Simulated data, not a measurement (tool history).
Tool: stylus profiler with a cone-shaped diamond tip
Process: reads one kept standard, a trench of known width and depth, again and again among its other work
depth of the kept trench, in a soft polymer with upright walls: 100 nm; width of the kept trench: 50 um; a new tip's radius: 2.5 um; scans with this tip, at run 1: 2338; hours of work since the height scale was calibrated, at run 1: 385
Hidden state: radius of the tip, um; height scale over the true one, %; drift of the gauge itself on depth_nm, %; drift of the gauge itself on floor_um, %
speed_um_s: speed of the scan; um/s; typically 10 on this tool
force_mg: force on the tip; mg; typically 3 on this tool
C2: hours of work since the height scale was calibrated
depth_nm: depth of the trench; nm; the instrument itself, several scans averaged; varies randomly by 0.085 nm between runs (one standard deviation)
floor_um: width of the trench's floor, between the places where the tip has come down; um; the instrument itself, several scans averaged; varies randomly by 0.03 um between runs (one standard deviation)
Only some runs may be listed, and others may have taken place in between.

{"run": 1, "day": 0.0, "speed_um_s": 10, "force_mg": 3, "scans with this tip": 2338, "C2": 385, "depth_nm": 101.38, "floor_um": 48.55}
{"run": 2, "day": 1.029, "speed_um_s": 10, "force_mg": 3, "scans with this tip": 2452, "C2": 403, "depth_nm": 101.44, "floor_um": 48.54}
{"run": 3, "day": 2.912, "speed_um_s": 10, "force_mg": 3.51, "scans with this tip": 2662, "C2": 438, "depth_nm": 101.56, "floor_um": 48.56}
{"run": 4, "day": 4.771, "speed_um_s": 10, "force_mg": 3, "scans with this tip": 2868, "C2": 472, "depth_nm": 101.48, "floor_um": 48.56}
{"run": 5, "day": 6.829, "speed_um_s": 10, "force_mg": 3, "scans with this tip": 3096, "C2": 509, "depth_nm": 101.33, "floor_um": 48.55}
{"run": 6, "day": 7.996, "speed_um_s": 10, "force_mg": 3, "scans with this tip": 3226, "C2": 531, "depth_nm": 101.44, "floor_um": 48.54}
{"run": 7, "day": 10.054, "speed_um_s": 6, "force_mg": 3, "scans with this tip": 3454, "C2": 568, "depth_nm": 101.32, "floor_um": 48.54}
{"run": 8, "day": 12.104, "speed_um_s": 6, "force_mg": 3, "scans with this tip": 3682, "C2": 606, "depth_nm": 101.43, "floor_um": 48.56}
{"run": 9, "day": 13.988, "speed_um_s": 6, "force_mg": 3, "scans with this tip": 3891, "C2": 640, "depth_nm": 101.42, "floor_um": 48.54}
{"run": 10, "day": 15.333, "speed_um_s": 6, "force_mg": 3, "scans with this tip": 4040, "C2": 665, "depth_nm": 101.46, "floor_um": 48.55}
{"run": 11, "day": 16.775, "speed_um_s": 6, "force_mg": 3, "scans with this tip": 4200, "C2": 691, "depth_nm": 101.65, "floor_um": 48.55}
{"run": 12, "day": 18.679, "speed_um_s": 10, "force_mg": 3, "scans with this tip": 4411, "C2": 726, "depth_nm": 101.41, "floor_um": 48.52}
{"run": 13, "day": 20.492, "speed_um_s": 10, "force_mg": 2.33, "scans with this tip": 4612, "C2": 759, "depth_nm": 101.24, "floor_um": 48.53}
{"run": 14, "day": 22.233, "speed_um_s": 10, "force_mg": 4.65, "scans with this tip": 4806, "C2": 791, "depth_nm": 101.94, "floor_um": 48.58}
{"run": 15, "day": 24.208, "speed_um_s": 10, "force_mg": 3, "scans with this tip": 5025, "C2": 827, "depth_nm": 101.35, "floor_um": 48.58}
{"run": 16, "day": 25.246, "speed_um_s": 10, "force_mg": 3, "scans with this tip": 5140, "C2": 846, "depth_nm": 101.35, "floor_um": 48.57}
{"run": 17, "day": 26.558, "speed_um_s": 10, "force_mg": 3, "scans with this tip": 5286, "C2": 870, "depth_nm": 101.48, "floor_um": 48.57}
{"run": 18, "day": 28.446, "speed_um_s": 10, "force_mg": 3, "scans with this tip": 5495, "C2": 904, "depth_nm": 101.43, "floor_um": 48.58}
{"run": 19, "day": 30.771, "speed_um_s": 10, "force_mg": 3, "scans with this tip": 5753, "C2": 946, "depth_nm": 101.49, "floor_um": 48.55}
{"run": 20, "day": 32.938, "speed_um_s": 35, "force_mg": 2.05, "scans with this tip": 5994, "C2": 986, "depth_nm": 101.14, "floor_um": 48.36}
{"run": 21, "day": 34.725, "speed_um_s": 2, "force_mg": 5.8, "scans with this tip": 6192, "C2": 1019, "depth_nm": 102.22, "floor_um": 48.61}

Estimate the outcome of run 22 from the log above:
{"run": 22, "day": 36.688, "speed_um_s": 10, "force_mg": 5.16, "scans with this tip": 6410, "C2": 1054, "depth_nm": "?", "floor_um": "?"}

Run 22 produced depth_nm 102.04 nm, floor_um 48.53 um.
Take away the tool's hidden state, keep the run-to-run variation as it was, and the same run would have given depth_nm 102.03 nm, floor_um 48.53 um.
